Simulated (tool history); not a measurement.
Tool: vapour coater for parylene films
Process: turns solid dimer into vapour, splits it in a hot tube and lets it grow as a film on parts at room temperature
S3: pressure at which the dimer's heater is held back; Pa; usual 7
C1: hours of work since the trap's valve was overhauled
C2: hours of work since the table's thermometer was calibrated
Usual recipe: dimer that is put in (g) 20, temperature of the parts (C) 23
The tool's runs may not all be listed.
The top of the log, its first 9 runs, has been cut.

run 10 hour=99.6 | dimer_that_is_put_in_(g)=20 temperature_of_the_parts_(C)=31 S3=7 | C1=346 C2=404 | thickness_of_the_film_(nm)=3070
run 11 hour=112.7 | dimer_that_is_put_in_(g)=20 temperature_of_the_parts_(C)=31 S3=3.31 | C1=357 C2=415 | thickness_of_the_film_(nm)=3670
run 12 hour=128.2 | dimer_that_is_put_in_(g)=20 temperature_of_the_parts_(C)=31 S3=3.31 | C1=369 C2=428 | thickness_of_the_film_(nm)=3710
run 13 hour=134.8 | dimer_that_is_put_in_(g)=20 temperature_of_the_parts_(C)=23 S3=7 | C1=375 C2=433 | thickness_of_the_film_(nm)=4360
run 14 hour=144.6 | dimer_that_is_put_in_(g)=20 temperature_of_the_parts_(C)=23 S3=7 | C1=383 C2=441 | thickness_of_the_film_(nm)=4410
run 15 hour=158.9 | dimer_that_is_put_in_(g)=20 temperature_of_the_parts_(C)=23 S3=7 | C1=394 C2=453 | thickness_of_the_film_(nm)=4420
run 16 hour=171.4 | dimer_that_is_put_in_(g)=20 temperature_of_the_parts_(C)=23 S3=7 | C1=405 C2=463 | thickness_of_the_film_(nm)=4430
run 17 hour=185.9 | dimer_that_is_put_in_(g)=20 temperature_of_the_parts_(C)=18 S3=2.3 | C1=417 C2=475 | thickness_of_the_film_(nm)=5990
run 18 hour=196.2 | dimer_that_is_put_in_(g)=14 temperature_of_the_parts_(C)=18 S3=2.3 | C1=425 C2=483 | thickness_of_the_film_(nm)=4170
run 19 hour=205.4 | dimer_that_is_put_in_(g)=17 temperature_of_the_parts_(C)=17 S3=2.12 | C1=432 C2=491 | thickness_of_the_film_(nm)=5050
run 20 hour=220.6 | dimer_that_is_put_in_(g)=17 temperature_of_the_parts_(C)=17 S3=2.12 | C1=445 C2=503 | thickness_of_the_film_(nm)=5050
run 21 hour=227.4 | dimer_that_is_put_in_(g)=20 temperature_of_the_parts_(C)=26 S3=7 | C1=450 C2=509 | thickness_of_the_film_(nm)=3840
run 22 hour=238.4 | dimer_that_is_put_in_(g)=14 temperature_of_the_parts_(C)=18 S3=9.05 | C1=459 C2=518 | thickness_of_the_film_(nm)=3640
run 23 hour=249.8 | dimer_that_is_put_in_(g)=14 temperature_of_the_parts_(C)=18 S3=9.05 | C1=469 C2=527 | thickness_of_the_film_(nm)=3640
run 24 hour=263.8 | dimer_that_is_put_in_(g)=25 temperature_of_the_parts_(C)=26 S3=2.41 | C1=480 C2=539 | thickness_of_the_film_(nm)=6170
run 25 hour=273.1 | dimer_that_is_put_in_(g)=25 temperature_of_the_parts_(C)=26 S3=2.41 | C1=488 C2=546 | thickness_of_the_film_(nm)=6210
run 26 hour=287.8 | dimer_that_is_put_in_(g)=20 temperature_of_the_parts_(C)=32 S3=7 | C1=500 C2=558 | thickness_of_the_film_(nm)=2890
run 27 hour=298 | dimer_that_is_put_in_(g)=20 temperature_of_the_parts_(C)=32 S3=7 | C1=508 C2=566 | thickness_of_the_film_(nm)=2950
run 28 hour=308.4 | dimer_that_is_put_in_(g)=24 temperature_of_the_parts_(C)=24 S3=3.58 | C1=517 C2=575 | thickness_of_the_film_(nm)=5890
run 29 hour=315.2 | dimer_that_is_put_in_(g)=24 temperature_of_the_parts_(C)=24 S3=3.58 | C1=522 C2=581 | thickness_of_the_film_(nm)=5970

The next listed run, before its measurement:
run 30 hour=329.8 | dimer_that_is_put_in_(g)=24 temperature_of_the_parts_(C)=24 S3=3.58 | C1=534 C2=592 | thickness_of_the_film_(nm)=?

thickness of the film (nm): 5980
The same run, on a tool lacking any hidden state, would have yielded thickness of the film (nm) 5980.
